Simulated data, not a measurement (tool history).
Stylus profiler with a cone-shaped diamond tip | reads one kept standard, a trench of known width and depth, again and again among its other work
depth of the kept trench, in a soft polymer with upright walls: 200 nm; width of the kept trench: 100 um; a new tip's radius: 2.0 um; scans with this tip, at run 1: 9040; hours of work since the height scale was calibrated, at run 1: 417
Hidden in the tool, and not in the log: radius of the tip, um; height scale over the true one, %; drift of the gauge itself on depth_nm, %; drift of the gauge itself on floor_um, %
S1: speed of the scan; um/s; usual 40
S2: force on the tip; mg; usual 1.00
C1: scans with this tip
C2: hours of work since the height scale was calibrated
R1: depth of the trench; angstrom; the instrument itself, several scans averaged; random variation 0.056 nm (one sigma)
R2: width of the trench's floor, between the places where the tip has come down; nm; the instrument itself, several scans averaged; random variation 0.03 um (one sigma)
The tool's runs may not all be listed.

{"run": 1, "day": 0.0, "S1": 40, "S2": 1.0, "C1": 9040, "C2": 417, "R1": 2014.4, "R2": 97740}
{"run": 2, "day": 1.225, "S1": 28, "S2": 1.0, "C1": 9163, "C2": 439, "R1": 2013.7, "R2": 97840}
{"run": 3, "day": 2.867, "S1": 28, "S2": 1.0, "C1": 9329, "C2": 470, "R1": 2014.7, "R2": 97800}
{"run": 4, "day": 4.183, "S1": 28, "S2": 1.0, "C1": 9462, "C2": 494, "R1": 2013.9, "R2": 97810}
{"run": 5, "day": 5.304, "S1": 28, "S2": 1.0, "C1": 9575, "C2": 515, "R1": 2014.9, "R2": 97800}
{"run": 6, "day": 6.617, "S1": 28, "S2": 1.0, "C1": 9708, "C2": 540, "R1": 2015.2, "R2": 97740}
{"run": 7, "day": 8.25, "S1": 28, "S2": 1.0, "C1": 9873, "C2": 570, "R1": 2014.6, "R2": 97740}
{"day": 8.462, "done": "height scale calibrated on a step standard"}
{"run": 8, "day": 9.792, "S1": 72, "S2": 1.0, "C1": 10027, "C2": 25, "R1": 2016.1, "R2": 97540}
{"run": 9, "day": 11.792, "S1": 72, "S2": 1.0, "C1": 10229, "C2": 62, "R1": 2018.1, "R2": 97560}
{"run": 10, "day": 13.967, "S1": 18, "S2": 0.42, "C1": 10449, "C2": 102, "R1": 2012.9, "R2": 97750}
{"run": 11, "day": 15.371, "S1": 65, "S2": 0.38, "C1": 10591, "C2": 128, "R1": 2010.8, "R2": 97350}
{"run": 12, "day": 17.338, "S1": 65, "S2": 0.38, "C1": 10789, "C2": 165, "R1": 2011.6, "R2": 97340}
{"run": 13, "day": 18.446, "S1": 84, "S2": 2.78, "C1": 10901, "C2": 186, "R1": 2029.0, "R2": 97660}
{"day": 19.296, "done": "height scale calibrated on a step standard, once more"}
{"run": 14, "day": 21.075, "S1": 61, "S2": 2.11, "C1": 11165, "C2": 33, "R1": 2020.3, "R2": 97720}
{"run": 15, "day": 22.875, "S1": 14, "S2": 0.4, "C1": 11346, "C2": 67, "R1": 2007.1, "R2": 97720}
{"run": 16, "day": 24.854, "S1": 14, "S2": 0.4, "C1": 11546, "C2": 103, "R1": 2008.1, "R2": 97800}
{"run": 17, "day": 27.242, "S1": 102, "S2": 1.54, "C1": 11788, "C2": 148, "R1": 2017.3, "R2": 97420}
{"run": 18, "day": 29.088, "S1": 102, "S2": 1.54, "C1": 11974, "C2": 182, "R1": 2017.7, "R2": 97450}

5 ways to go on from here, each from the tool as it stands after run 18. What would each give?
{"run": "A", "day": 31.708, "S1": 15, "S2": 2.75, "C1": 12239, "C2": 231, "R1": "?", "R2": "?"}
{"run": "B", "day": 31.708, "S1": 40, "S2": 2.77, "C1": 12239, "C2": 231, "R1": "?", "R2": "?"}
{"run": "C", "day": 31.708, "S1": 71, "S2": 0.43, "C1": 12239, "C2": 231, "R1": "?", "R2": "?"}
{"run": "D", "day": 31.708, "S1": 40, "S2": 0.45, "C1": 12239, "C2": 231, "R1": "?", "R2": "?"}
{"run": "E", "day": 31.708, "S1": 102, "S2": 0.48, "C1": 12239, "C2": 231, "R1": "?", "R2": "?"}

run=A R1=2025.4 R2=97760
run=B R1=2025.1 R2=97720
run=C R1=2009.4 R2=97310
run=D R1=2008.8 R2=97590
run=E R1=2009.0 R2=97120
Without the tool's hidden state the same runs would have given:
run=A R1=2023.6 R2=98180
run=B R1=2023.2 R2=98140
run=C R1=2007.5 R2=97720
run=D R1=2007.0 R2=98000
run=E R1=2007.2 R2=97530

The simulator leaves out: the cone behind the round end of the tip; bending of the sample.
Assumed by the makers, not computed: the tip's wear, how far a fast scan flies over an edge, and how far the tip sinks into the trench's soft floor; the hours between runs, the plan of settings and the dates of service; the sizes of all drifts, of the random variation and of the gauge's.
